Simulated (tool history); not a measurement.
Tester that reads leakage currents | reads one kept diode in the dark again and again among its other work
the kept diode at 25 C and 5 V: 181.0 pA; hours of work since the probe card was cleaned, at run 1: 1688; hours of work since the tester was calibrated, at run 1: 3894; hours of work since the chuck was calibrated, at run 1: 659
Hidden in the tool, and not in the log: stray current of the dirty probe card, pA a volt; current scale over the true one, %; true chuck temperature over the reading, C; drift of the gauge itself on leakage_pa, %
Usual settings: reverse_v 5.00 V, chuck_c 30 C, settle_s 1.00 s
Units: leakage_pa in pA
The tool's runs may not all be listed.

run	hour	reverse_v	chuck_c	settle_s	hours of work since the probe card was cleaned	hours of work since the tester was calibrated	hours of work since the chuck was calibrated	leakage_pa
1	0.0	5.00	30	1.00	1688	3894	659	259.44
# hour 44.9: chuck's temperature calibrated
2	140.3	1.34	30	1.00	1782	3987	65	170.52
3	318.2	5.00	30	1.00	1902	4108	185	280.47
4	461.1	14.82	30	1.00	1999	4204	282	428.59
5	569.2	14.82	30	1.00	2072	4278	355	421.70
6	732.1	5.00	32	1.00	2182	4388	465	316.34
7	928.6	5.00	39	1.00	2315	4521	598	542.03
# hour 1064.0: chuck's temperature calibrated
8	1104.2	5.00	56	1.00	2433	4638	27	2068.69
# hour 1122.5: probe card cleaned and baked
9	1364.3	5.00	56	1.00	164	4812	201	2031.99
10	1505.8	5.00	56	1.00	259	4908	297	2010.97
11	1702.5	5.00	56	1.00	393	5041	430	1983.37
12	1946.7	17.49	56	1.00	558	5206	595	3149.69
# hour 2099.8: chuck's temperature calibrated
13	2107.1	17.49	56	1.00	665	5314	5	3429.36
# hour 2183.9: probe card cleaned and baked, once more
14	2234.3	17.49	24	8.54	34	5398	89	270.94
15	2353.2	7.21	30	1.00	115	5478	170	319.86
# hour 2432.3: tester calibrated
16	2519.8	3.76	33	1.00	226	59	281	308.71
17	2688.3	12.82	37	3.09	340	173	395	667.31
18	2919.7	9.51	26	0.49	497	330	552	239.83
# hour 3129.7: chuck's temperature calibrated
19	3129.7	1.10	26	0.49	637	471	0	113.39
20	3393.8	1.10	26	2.80	816	649	179	109.64

Forecast each of these 4 alternatives for the next run:
A	3513.5	5.00	37	0.49	897	730	260	?
B	3513.5	16.69	51	1.00	897	730	260	?
C	3513.5	1.47	43	0.96	897	730	260	?
D	3513.5	5.00	50	1.00	897	730	260	?

run	leakage_pa
A	481.50
B	2205.06
C	480.99
D	1296.80
Without the tool's hidden state the same runs would have given:
run	leakage_pa
A	492.01
B	2250.98
C	492.92
D	1326.71

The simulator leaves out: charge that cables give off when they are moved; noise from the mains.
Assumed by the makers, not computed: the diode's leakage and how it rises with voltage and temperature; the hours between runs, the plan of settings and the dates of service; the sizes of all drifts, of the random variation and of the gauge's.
